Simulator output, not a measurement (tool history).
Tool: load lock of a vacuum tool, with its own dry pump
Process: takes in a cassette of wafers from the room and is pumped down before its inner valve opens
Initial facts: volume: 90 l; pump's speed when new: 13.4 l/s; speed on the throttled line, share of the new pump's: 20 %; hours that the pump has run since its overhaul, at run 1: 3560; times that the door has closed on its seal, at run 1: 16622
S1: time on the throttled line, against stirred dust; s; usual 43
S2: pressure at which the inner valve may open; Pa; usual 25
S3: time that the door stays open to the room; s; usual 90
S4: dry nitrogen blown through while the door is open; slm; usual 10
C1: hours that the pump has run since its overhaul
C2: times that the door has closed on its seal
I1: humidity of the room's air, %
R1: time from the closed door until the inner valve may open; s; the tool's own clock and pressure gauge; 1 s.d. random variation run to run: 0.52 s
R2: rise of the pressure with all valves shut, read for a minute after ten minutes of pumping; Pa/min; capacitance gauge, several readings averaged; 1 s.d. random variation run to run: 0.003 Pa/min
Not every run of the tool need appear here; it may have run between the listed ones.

run 1 day=0 | S1=43 S2=25 S3=90 S4=10 | C1=3560 C2=16622 | I1=46.7 | R1=90.4 R2=0.103
run 2 day=3.3 | S1=43 S2=25 S3=90 S4=10 | C1=3639 C2=16858 | I1=43 | R1=90.9 R2=0.103
run 3 day=6.021 | S1=43 S2=25 S3=90 S4=10 | C1=3704 C2=17052 | I1=46.1 | R1=90 R2=0.109
run 4 day=9.192 | S1=43 S2=25 S3=44 S4=10 | C1=3780 C2=17278 | I1=41.8 | R1=89.2 R2=0.1
run 5 day=12.196 | S1=43 S2=25 S3=90 S4=10 | C1=3852 C2=17492 | I1=46.8 | R1=90.6 R2=0.116
run 6 day=14.383 | S1=43 S2=25 S3=90 S4=10 | C1=3905 C2=17649 | I1=48.6 | R1=90.1 R2=0.11
run 7 day=16.992 | S1=43 S2=22 S3=90 S4=10 | C1=3967 C2=17835 | I1=42.8 | R1=90.7 R2=0.113
run 8 day=19.071 | S1=43 S2=22 S3=90 S4=10 | C1=4017 C2=17983 | I1=46.2 | R1=91.8 R2=0.115
run 9 day=22.112 | S1=43 S2=25 S3=90 S4=11 | C1=4090 C2=18200 | I1=48.3 | R1=91.1 R2=0.122
run 10 day=25.267 | S1=43 S2=25 S3=90 S4=11 | C1=4166 C2=18425 | I1=45.1 | R1=91.2 R2=0.12
run 11 day=28.746 | S1=43 S2=25 S3=90 S4=13 | C1=4250 C2=18674 | I1=46.2 | R1=91.4 R2=0.118
run 12 day=32.583 | S1=74 S2=23 S3=36 S4=26 | C1=4342 C2=18947 | I1=45.2 | R1=115.9 R2=0.109
run 13 day=35.642 | S1=43 S2=23 S3=90 S4=10 | C1=4415 C2=19166 | I1=47.8 | R1=91.2 R2=0.133
run 14 day=39.058 | S1=43 S2=20 S3=90 S4=10 | C1=4497 C2=19409 | I1=45 | R1=92.8 R2=0.126
run 15 day=42.458 | S1=43 S2=20 S3=90 S4=15 | C1=4579 C2=19652 | I1=47.9 | R1=91.9 R2=0.129
run 16 day=44.508 | S1=43 S2=25 S3=86 S4=17 | C1=4628 C2=19798 | I1=42.9 | R1=90.6 R2=0.122
run 17 day=47.433 | S1=73 S2=41 S3=71 S4=10 | C1=4698 C2=20007 | I1=43.3 | R1=110.2 R2=0.127
run 18 day=51.117 | S1=73 S2=26 S3=79 S4=22 | C1=4786 C2=20270 | I1=43.1 | R1=115.4 R2=0.128
run 19 day=54.338 | S1=73 S2=47 S3=25 S4=7 | C1=4864 C2=20500 | I1=47 | R1=110 R2=0.127
run 20 day=56.112 | S1=73 S2=47 S3=25 S4=7 | C1=4906 C2=20626 | I1=46.6 | R1=109.9 R2=0.122
run 21 day=59.329 | S1=43 S2=25 S3=90 S4=12 | C1=4984 C2=20856 | I1=48.1 | R1=90.4 R2=0.14

Predict each of these 5 candidate next runs independently; none follows another, all start after run 21:
run A day=62.254 | S1=29 S2=24 S3=44 S4=10 | C1=5054 C2=21065 | I1=45.7 | R1=? R2=?
run B day=62.254 | S1=43 S2=25 S3=90 S4=5 | C1=5054 C2=21065 | I1=44.4 | R1=? R2=?
run C day=62.254 | S1=43 S2=25 S3=154 S4=10 | C1=5054 C2=21065 | I1=42.3 | R1=? R2=?
run D day=62.254 | S1=43 S2=25 S3=134 S4=10 | C1=5054 C2=21065 | I1=49.4 | R1=? R2=?
run E day=62.254 | S1=43 S2=44 S3=147 S4=10 | C1=5054 C2=21065 | I1=44.6 | R1=? R2=?

run=A R1=79.3 R2=0.137
run=B R1=91 R2=0.148
run=C R1=90.4 R2=0.148
run=D R1=90.9 R2=0.155
run=E R1=86.4 R2=0.138
With the hidden condition removed and each run's random variation left untouched, the same runs would have given:
run=A R1=78.8 R2=0.019
run=B R1=90.6 R2=0.028
run=C R1=89.9 R2=0.029
run=D R1=90.4 R2=0.035
run=E R1=85.9 R2=0.021
